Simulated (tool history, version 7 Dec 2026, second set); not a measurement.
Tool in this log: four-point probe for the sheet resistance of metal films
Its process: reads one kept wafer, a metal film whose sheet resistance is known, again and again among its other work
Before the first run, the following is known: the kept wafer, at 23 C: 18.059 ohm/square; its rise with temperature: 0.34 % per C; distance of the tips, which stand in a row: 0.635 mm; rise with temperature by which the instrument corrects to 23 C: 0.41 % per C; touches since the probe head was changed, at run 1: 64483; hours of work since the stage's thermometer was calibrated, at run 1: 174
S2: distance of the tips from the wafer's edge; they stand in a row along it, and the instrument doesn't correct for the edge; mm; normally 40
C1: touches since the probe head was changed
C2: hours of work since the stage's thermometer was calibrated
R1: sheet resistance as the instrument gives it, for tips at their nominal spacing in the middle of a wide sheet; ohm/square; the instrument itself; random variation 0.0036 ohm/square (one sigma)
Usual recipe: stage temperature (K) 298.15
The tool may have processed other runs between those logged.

{"run": 1, "day": 0.0, "stage temperature (K)": 298.15, "S2": 40, "C1": 64483, "C2": 174, "R1": 18.030801}
{"run": 2, "day": 2.35, "stage temperature (K)": 298.15, "S2": 40, "C1": 67019, "C2": 208, "R1": 18.036069}
{"run": 3, "day": 5.283, "stage temperature (K)": 302.15, "S2": 40, "C1": 70190, "C2": 250, "R1": 17.980625}
{"run": 4, "day": 8.133, "stage temperature (K)": 291.15, "S2": 40, "C1": 73264, "C2": 292, "R1": 18.133865}
{"run": 5, "day": 10.379, "stage temperature (K)": 305.15, "S2": 40, "C1": 75689, "C2": 324, "R1": 17.945911}
{"run": 6, "day": 12.846, "stage temperature (K)": 298.15, "S2": 9, "C1": 78356, "C2": 360, "R1": 18.079917}
{"run": 7, "day": 15.121, "stage temperature (K)": 298.15, "S2": 9, "C1": 80812, "C2": 393, "R1": 18.084514}
{"run": 8, "day": 16.996, "stage temperature (K)": 298.15, "S2": 19, "C1": 82838, "C2": 421, "R1": 18.03823}
{"run": 9, "day": 19.112, "stage temperature (K)": 298.15, "S2": 19, "C1": 85122, "C2": 451, "R1": 18.042894}
{"run": 10, "day": 21.738, "stage temperature (K)": 298.15, "S2": 19, "C1": 87957, "C2": 489, "R1": 18.043387}

The next listed run, before its measurement:
{"run": 11, "day": 23.754, "stage temperature (K)": 300.15, "S2": 40, "C1": 90136, "C2": 519, "R1": "?"}

Run 11 yielded R1 18.007629 ohm/square.
With no hidden state in the tool, this same run would have given R1 18.00761 ohm/square.
